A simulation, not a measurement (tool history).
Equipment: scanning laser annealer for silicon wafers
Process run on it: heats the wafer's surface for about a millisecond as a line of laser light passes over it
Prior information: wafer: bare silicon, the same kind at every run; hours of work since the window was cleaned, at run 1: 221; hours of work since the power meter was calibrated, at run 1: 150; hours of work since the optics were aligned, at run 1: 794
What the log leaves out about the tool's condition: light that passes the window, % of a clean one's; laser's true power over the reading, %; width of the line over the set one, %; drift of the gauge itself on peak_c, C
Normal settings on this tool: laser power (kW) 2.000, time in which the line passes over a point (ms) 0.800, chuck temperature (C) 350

run   hour  laser power (kW)  time in which the line passes over a point (ms)  chuck temperature (C)  hours of work since the window was cleaned  hours of work since the power meter was calibrated  hours of work since the optics were aligned  highest temperature of the surface (C)
  1    0.0             2.000                                            0.800                    350                                         221                                                 150                                          794                                    1107
  2   23.6             2.000                                            0.800                    350                                         231                                                 160                                          804                                    1109
  3   44.4             2.000                                            0.800                    315                                         240                                                 169                                          813                                    1069
  4   58.9             2.000                                            0.619                    350                                         246                                                 175                                          819                                    1013
  5   80.0             2.000                                            0.800                    350                                         255                                                 184                                          829                                    1108
  6  100.5             2.000                                            0.800                    350                                         264                                                 193                                          837                                    1103
  7  122.1             2.000                                            0.800                    350                                         273                                                 202                                          847                                    1101
  8  133.9             2.000                                            0.800                    350                                         278                                                 207                                          852                                    1103
  9  157.8             2.000                                            0.800                    350                                         289                                                 218                                          862                                    1100
 10  176.1             2.000                                            0.800                    350                                         297                                                 226                                          870                                    1100
 11  199.8             2.000                                            0.800                    350                                         307                                                 236                                          880                                    1097
 12  222.1             2.000                                            0.800                    386                                         316                                                 245                                          890                                    1135
 13  238.9             2.000                                            0.800                    336                                         324                                                 253                                          897                                    1083
 14  255.8             2.177                                            0.803                    336                                         331                                                 260                                          904                                    1173
     275.2  -- window over the wafer cleaned
 15  275.7             2.177                                            0.803                    336                                           0                                                 268                                          912                                    1204
 16  292.0             2.177                                            0.734                    336                                           7                                                 275                                          919                                    1168
 17  313.3             2.177                                            0.734                    336                                          16                                                 284                                          928                                    1172
 18  326.2             2.000                                            0.874                    360                                          22                                                 289                                          934                                    1171
 19  348.8             2.000                                            0.874                    360                                          32                                                 299                                          943                                    1169
 20  372.5             1.970                                            0.696                    386                                          42                                                 309                                          954                                    1093
 21  392.4             1.998                                            0.696                    354                                          51                                                 318                                          962                                    1074

What if the next run were any one of these 3? Each begins from the tool's condition after run 21:
  A  407.7             1.771                                            0.718                    311                                          57                                                 325                                          969                                       ?
  B  407.7             2.159                                            0.696                    340                                          57                                                 325                                          969                                       ?
  C  407.7             2.035                                            0.696                    349                                          57                                                 325                                          969                                       ?

run  highest temperature of the surface (C)
  A                                     933
  B                                    1134
  C                                    1081
Take away the tool's hidden state, keep each run's random variation, and the runs would have read:
run  highest temperature of the surface (C)
  A                                     951
  B                                    1157
  C                                    1103

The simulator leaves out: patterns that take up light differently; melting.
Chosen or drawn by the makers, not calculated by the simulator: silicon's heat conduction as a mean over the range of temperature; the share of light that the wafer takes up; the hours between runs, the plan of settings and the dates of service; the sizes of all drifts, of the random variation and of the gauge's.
